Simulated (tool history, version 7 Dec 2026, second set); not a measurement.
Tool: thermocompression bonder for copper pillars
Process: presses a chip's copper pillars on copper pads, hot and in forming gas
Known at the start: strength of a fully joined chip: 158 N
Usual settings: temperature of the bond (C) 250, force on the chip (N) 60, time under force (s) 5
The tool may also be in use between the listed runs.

run,day,temperature of the bond (C),force on the chip (N),time under force (s),force that shears a chip off (N)
1,0,250,60,5,79.6
# day 0.425: heater calibrated with a thermocouple chip
2,1.404,221,60,5,50.5
3,3.6,242,60,5,71.1
4,4.821,227,60,5,55.1
5,6.383,227,60,5,56.9
6,7.846,227,60,5,55.6
7,9.225,227,60,5,54.8
# day 9.846: forming gas filter changed
8,10.333,220,60,5,48.1
9,11.683,220,60,5,49.4
10,13.95,241,37,8,51.9
11,15.458,241,49,6,61.6

Run 12 comes next. What will it give?
12,17.912,241,49,6,?

{"run 12": {"force that shears a chip off (N)": 61.6}}
Without the tool's hidden state the same run would have given force that shears a chip off (N) 61.8.
